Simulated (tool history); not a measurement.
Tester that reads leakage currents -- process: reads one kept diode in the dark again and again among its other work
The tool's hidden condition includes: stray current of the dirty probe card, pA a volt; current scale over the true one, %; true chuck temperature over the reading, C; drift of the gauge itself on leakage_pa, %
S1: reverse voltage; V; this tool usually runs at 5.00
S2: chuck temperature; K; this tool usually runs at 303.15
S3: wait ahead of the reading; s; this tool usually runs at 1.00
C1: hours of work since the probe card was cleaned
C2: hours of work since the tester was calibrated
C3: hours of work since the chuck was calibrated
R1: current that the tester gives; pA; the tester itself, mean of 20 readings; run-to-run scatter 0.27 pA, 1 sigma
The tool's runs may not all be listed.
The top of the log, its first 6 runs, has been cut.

run,hour,S1,S2,S3,C1,C2,C3,R1
7,147.9,5.00,303.15,1.00,543,1837,978,94.00
8,175.3,5.00,303.15,1.00,561,1855,996,94.49
9,194.2,5.00,303.15,1.00,573,1867,1008,94.07
10,223.1,5.00,303.15,1.00,592,1886,1027,94.55
11,242.3,5.00,303.15,1.00,604,1898,1039,94.42
12,257.9,5.00,303.15,1.00,615,1909,1049,94.80
13,279.9,5.00,303.15,1.00,629,1923,1064,95.07
14,302.4,5.00,303.15,1.00,643,1937,1078,94.80
15,333.6,5.00,311.15,1.00,664,1958,1098,161.50
16,360.8,5.00,311.15,1.58,681,1975,1116,160.35
17,379.7,5.00,311.15,1.58,694,1988,1128,160.64
18,402.8,13.50,314.15,4.15,709,2003,1143,316.11
19,434.0,5.00,322.15,0.85,729,2023,1164,323.37
20,463.0,2.12,310.15,4.33,748,2042,1182,100.45
21,491.0,1.01,297.15,1.00,766,2060,1201,28.89
22,513.0,1.01,297.15,4.49,780,2074,1215,28.54
23,534.8,5.19,315.15,6.14,794,2088,1229,213.41
24,559.2,3.36,303.15,7.26,810,2104,1245,78.52
25,578.3,2.63,307.15,0.46,822,2116,1257,92.68
26,593.6,8.30,314.15,6.45,832,2126,1267,251.91
27,619.0,5.00,303.15,1.36,849,2143,1284,96.32
28,643.8,5.00,303.15,1.36,865,2159,1300,97.05
29,658.4,5.00,303.15,1.36,874,2168,1309,96.60
30,686.6,5.00,303.15,3.91,893,2187,1327,96.42

Predict the results of run 31:
31,707.1,4.27,327.15,6.95,906,2200,1341,?

{"run 31": {"R1": 408.73}}
Without the tool's hidden state the same run would have given R1 375.60 pA.
